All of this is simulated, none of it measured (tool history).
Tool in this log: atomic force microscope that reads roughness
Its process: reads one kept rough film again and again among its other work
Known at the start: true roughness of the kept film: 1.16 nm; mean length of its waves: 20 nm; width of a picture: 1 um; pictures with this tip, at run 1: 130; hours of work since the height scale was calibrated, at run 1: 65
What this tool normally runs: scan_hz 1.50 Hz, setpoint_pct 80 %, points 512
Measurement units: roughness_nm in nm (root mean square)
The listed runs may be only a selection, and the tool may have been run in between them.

run	day	scan_hz	setpoint_pct	points	pictures with this tip	hours of work since the height scale was calibrated	roughness_nm
1	0.000	1.50	80	512	130	65	0.933
2	0.279	1.50	80	512	136	68	0.922
3	0.533	1.50	80	512	142	71	0.908
4	0.958	1.50	80	512	151	77	0.912
5	1.296	1.50	80	512	159	81	0.904
6	1.712	1.50	80	512	168	86	0.887
7	2.071	0.87	80	512	176	91	0.898
8	2.404	1.50	80	512	183	95	0.887
9	2.850	1.50	80	512	193	100	0.878
10	3.154	1.50	80	512	200	104	0.879
11	3.542	1.50	80	512	209	109	0.866
# day 3.800: new tip fitted
12	3.892	1.50	80	859	2	113	0.997
13	4.167	1.50	80	859	8	117	0.985
14	4.483	1.50	80	512	16	121	0.983
15	4.900	1.62	80	950	25	126	0.972
16	5.188	1.91	55	629	31	129	1.016
17	5.517	1.91	55	629	39	133	1.005
18	5.746	1.91	55	629	44	136	1.007
19	6.121	0.68	55	857	52	141	1.016
20	6.496	0.68	55	857	60	146	1.011
21	6.979	1.17	63	666	71	152	0.982
22	7.467	1.50	58	298	82	158	0.948
23	7.688	1.50	58	298	87	161	0.961
24	8.083	1.78	73	858	96	166	0.944
25	8.388	1.57	85	961	103	169	0.910
26	8.679	1.50	59	582	109	173	0.954
27	9.025	1.09	80	655	117	177	0.934
28	9.438	1.09	80	655	126	183	0.930

Measured minus without-hidden-state, run by run (identical run-to-run variation in each term; gauge scatter may differ):
Hidden state at play: radius of the tip, nm; height scale over the true one, %; drift of the gauge itself on roughness_nm, %.
run	roughness_nm
1	-0.092
2	-0.095
3	-0.098
4	-0.104
5	-0.110
6	-0.114
7	-0.121
8	-0.124
9	-0.129
10	-0.134
11	-0.138
12	-0.010
13	-0.015
14	-0.021
15	-0.028
16	-0.034
17	-0.040
18	-0.044
19	-0.050
20	-0.056
21	-0.064
22	-0.070
23	-0.074
24	-0.080
25	-0.083
26	-0.092
27	-0.095
28	-0.100
